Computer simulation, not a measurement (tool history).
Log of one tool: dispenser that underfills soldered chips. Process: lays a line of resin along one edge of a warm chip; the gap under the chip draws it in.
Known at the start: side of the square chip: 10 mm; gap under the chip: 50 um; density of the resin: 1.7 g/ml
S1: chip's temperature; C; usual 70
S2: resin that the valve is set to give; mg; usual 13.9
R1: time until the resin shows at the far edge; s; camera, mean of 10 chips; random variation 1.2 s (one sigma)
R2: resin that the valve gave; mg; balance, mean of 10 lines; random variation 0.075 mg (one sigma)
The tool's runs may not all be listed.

{"run": 1, "hour": 0.0, "S1": 70, "S2": 13.9, "R1": 136.3, "R2": 13.2}
{"hour": 8.5, "done": "new syringe of resin"}
{"run": 2, "hour": 10.1, "S1": 70, "S2": 15.6, "R1": 133.6, "R2": 14.62}
{"run": 3, "hour": 18.4, "S1": 70, "S2": 15.6, "R1": 162.7, "R2": 14.77}
{"hour": 20.0, "done": "new syringe of resin"}
{"run": 4, "hour": 29.2, "S1": 70, "S2": 15.6, "R1": 161.1, "R2": 14.63}
{"hour": 31.9, "done": "new syringe of resin"}
{"hour": 43.0, "done": "new syringe of resin"}
{"run": 5, "hour": 43.5, "S1": 70, "S2": 15.6, "R1": 129.4, "R2": 14.49}
{"hour": 54.6, "done": "new syringe of resin"}
{"run": 6, "hour": 57.9, "S1": 70, "S2": 15.6, "R1": 141.7, "R2": 14.46}
{"hour": 64.6, "done": "dispensing valve cleaned and set on the balance"}
{"hour": 67.4, "done": "new syringe of resin"}
{"run": 7, "hour": 67.9, "S1": 70, "S2": 15.6, "R1": 129, "R2": 15.47}
{"run": 8, "hour": 77.5, "S1": 70, "S2": 13.9, "R1": 167.3, "R2": 13.88}
{"hour": 79.0, "done": "new syringe of resin"}
{"run": 9, "hour": 88.0, "S1": 70, "S2": 13.9, "R1": 163, "R2": 13.8}
{"hour": 90.2, "done": "new syringe of resin"}
{"run": 10, "hour": 95.7, "S1": 70, "S2": 13.9, "R1": 147.8, "R2": 13.72}
{"hour": 102.2, "done": "new syringe of resin"}
{"run": 11, "hour": 103.6, "S1": 70, "S2": 13.9, "R1": 134.9, "R2": 13.68}
{"hour": 113.7, "done": "new syringe of resin"}
{"run": 12, "hour": 113.9, "S1": 70, "S2": 13.9, "R1": 125.7, "R2": 13.6}
{"run": 13, "hour": 122.3, "S1": 56, "S2": 13.9, "R1": 309.4, "R2": 13.6}
{"hour": 125.8, "done": "new syringe of resin"}
{"run": 14, "hour": 135.0, "S1": 70, "S2": 12.7, "R1": 167.6, "R2": 12.23}
{"hour": 137.0, "done": "new syringe of resin"}
{"run": 15, "hour": 142.4, "S1": 70, "S2": 12.7, "R1": 157.4, "R2": 12.17}
{"hour": 149.3, "done": "new syringe of resin"}
{"run": 16, "hour": 150.0, "S1": 70, "S2": 12.7, "R1": 137.7, "R2": 12.18}
{"run": 17, "hour": 156.4, "S1": 70, "S2": 13.9, "R1": 160.6, "R2": 13.27}
{"hour": 160.5, "done": "new syringe of resin"}
{"run": 18, "hour": 163.5, "S1": 72, "S2": 14.6, "R1": 129.1, "R2": 13.9}
{"hour": 171.6, "done": "new syringe of resin"}
{"run": 19, "hour": 173.0, "S1": 69, "S2": 13.9, "R1": 143, "R2": 13.13}
{"hour": 183.1, "done": "new syringe of resin"}
{"run": 20, "hour": 185.3, "S1": 68, "S2": 17.2, "R1": 148.8, "R2": 16.33}
{"hour": 195.3, "done": "new syringe of resin"}
{"run": 21, "hour": 196.6, "S1": 60, "S2": 16.6, "R1": 211.7, "R2": 15.66}
{"hour": 206.4, "done": "new syringe of resin"}
{"run": 22, "hour": 206.4, "S1": 55, "S2": 16.1, "R1": 261.7, "R2": 15.1}
{"hour": 217.6, "done": "new syringe of resin"}
{"run": 23, "hour": 217.9, "S1": 55, "S2": 16.5, "R1": 261.4, "R2": 15.38}
{"run": 24, "hour": 225.5, "S1": 62, "S2": 12.6, "R1": 239.4, "R2": 11.71}
{"hour": 229.4, "done": "new syringe of resin"}
{"hour": 234.0, "done": "dispensing valve cleaned and set on the balance"}
{"run": 25, "hour": 239.7, "S1": 62, "S2": 12.6, "R1": 252.8, "R2": 12.53}
{"hour": 241.6, "done": "new syringe of resin"}
{"hour": 253.0, "done": "new syringe of resin"}
{"run": 26, "hour": 253.4, "S1": 56, "S2": 13.9, "R1": 254, "R2": 13.88}
{"run": 27, "hour": 263.5, "S1": 70, "S2": 13.6, "R1": 175.5, "R2": 13.3}
{"hour": 264.7, "done": "new syringe of resin"}
{"run": 28, "hour": 274.7, "S1": 68, "S2": 12.6, "R1": 199.3, "R2": 12.46}
{"hour": 275.8, "done": "new syringe of resin"}
{"hour": 287.1, "done": "new syringe of resin"}
{"run": 29, "hour": 287.1, "S1": 68, "S2": 12.6, "R1": 147.9, "R2": 12.29}
{"run": 30, "hour": 297.5, "S1": 82, "S2": 13.9, "R1": 104.6, "R2": 13.48}
{"hour": 298.9, "done": "new syringe of resin"}
{"run": 31, "hour": 306.4, "S1": 80, "S2": 14.6, "R1": 105.5, "R2": 14.07}
{"hour": 310.4, "done": "new syringe of resin"}
{"run": 32, "hour": 315.7, "S1": 76, "S2": 18.1, "R1": 115.8, "R2": 17.5}
{"hour": 321.6, "done": "new syringe of resin"}
{"run": 33, "hour": 322.5, "S1": 55, "S2": 15.2, "R1": 277.7, "R2": 14.58}
{"run": 34, "hour": 330.7, "S1": 70, "S2": 14.6, "R1": 171.5, "R2": 14.05}

Hidden state or all else? Some run-to-run changes of R1, split into what the settings, what came in and random variation would give without the hidden state, and what is left for the hidden state (with any gauge scatter that isn't in both results):
The hidden state here: resin's viscosity, % of fresh resin's; dose that the valve gives, % of what is set; true chip temperature over the reading, C; drift of the gauge itself on fill_s, %; drift of the gauge itself on given_mg, %.
Run 12 -> 13: S1 70 -> 56. R1 +183.7 s: hidden state +76.8, all else +106.9.
Run 13 -> 14: S1 56 -> 70, S2 13.9 -> 12.7, new syringe of resin. R1 -141.8 s: hidden state -33.7, all else -108.1.
Run 25 -> 26: S1 62 -> 56, S2 12.6 -> 13.9, new syringe of resin, new syringe of resin. R1 +1.2 s: hidden state -51, all else +52.2.
Run 28 -> 29: new syringe of resin, new syringe of resin. R1 -51.4 s: hidden state -50.3, all else -1.1.
Run 32 -> 33: S1 76 -> 55, S2 18.1 -> 15.2, new syringe of resin. R1 +161.9 s: hidden state +17.5, all else +144.4.
